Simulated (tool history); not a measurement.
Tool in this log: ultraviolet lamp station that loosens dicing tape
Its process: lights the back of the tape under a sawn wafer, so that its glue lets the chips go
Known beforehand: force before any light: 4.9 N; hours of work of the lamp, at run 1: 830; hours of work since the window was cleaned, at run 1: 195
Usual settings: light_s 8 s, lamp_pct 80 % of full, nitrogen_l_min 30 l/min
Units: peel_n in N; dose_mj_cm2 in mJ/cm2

| run | hour | light_s | lamp_pct | nitrogen_l_min | hours of work of the lamp | hours of work since the window was cleaned | peel_n | dose_mj_cm2 |
|---|---|---|---|---|---|---|---|---|
| 1 | 0.0 | 8 | 80 | 30 | 830 | 195 | 1.059 | 410 |
| 2 | 45.7 | 8 | 80 | 30 | 862 | 227 | 1.098 | 394 |
| 3 | 91.3 | 8 | 80 | 30 | 894 | 259 | 1.160 | 383 |
| 4 | 116.5 | 8 | 80 | 23 | 912 | 276 | 1.353 | 375 |
| 5 | 171.9 | 8 | 80 | 53 | 950 | 315 | 0.992 | 365 |
| 6 | 197.7 | 8 | 80 | 53 | 969 | 333 | 1.028 | 359 |
|  | 201.4 | window cleaned of glue's vapour |
| 7 | 247.3 | 8 | 80 | 53 | 1003 | 32 | 1.143 | 324 |
| 8 | 297.2 | 8 | 81 | 53 | 1038 | 67 | 1.226 | 315 |
| 9 | 341.5 | 12 | 80 | 30 | 1069 | 98 | 0.906 | 454 |
|  | 366.7 | lamp changed |
| 10 | 378.4 | 12 | 80 | 30 | 8 | 124 | 0.499 | 637 |
| 11 | 412.8 | 8 | 82 | 30 | 32 | 148 | 0.977 | 420 |
|  | 458.4 | window cleaned of glue's vapour, once more |
| 12 | 458.4 | 8 | 82 | 30 | 64 | 0 | 0.557 | 595 |
| 13 | 491.4 | 8 | 80 | 16 | 87 | 23 | 0.943 | 567 |
| 14 | 543.1 | 8 | 80 | 16 | 124 | 60 | 0.927 | 554 |
| 15 | 588.8 | 8 | 80 | 16 | 156 | 92 | 0.979 | 536 |
| 16 | 630.9 | 8 | 82 | 19 | 185 | 121 | 0.917 | 535 |
| 17 | 660.0 | 15 | 90 | 13 | 206 | 142 | 0.330 | 1097 |
| 18 | 704.3 | 15 | 69 | 13 | 237 | 173 | 0.581 | 801 |
| 19 | 761.3 | 8 | 92 | 23 | 277 | 213 | 0.758 | 554 |
| 20 | 821.4 | 8 | 92 | 23 | 319 | 255 | 0.814 | 535 |
| 21 | 853.5 | 14 | 66 | 15 | 342 | 278 | 0.734 | 662 |
| 22 | 901.5 | 9 | 80 | 25 | 375 | 311 | 0.874 | 493 |
|  | 938.1 | window cleaned of glue's vapour |
| 23 | 957.1 | 5 | 82 | 43 | 414 | 13 | 1.187 | 334 |
| 24 | 1013.6 | 9 | 87 | 14 | 454 | 53 | 0.919 | 610 |
| 25 | 1061.7 | 9 | 87 | 14 | 488 | 87 | 0.953 | 581 |
| 26 | 1092.3 | 9 | 60 | 46 | 509 | 108 | 0.923 | 400 |

Expected results for the next run?
| 27 | 1138.3 | 9 | 76 | 21 | 541 | 141 | ? | ? |

{"run 27": {"peel_n": 0.992, "dose_mj_cm2": 494}}
With no hidden state in the tool, this same run would have given peel_n 0.651 N, dose_mj_cm2 640 mJ/cm2.
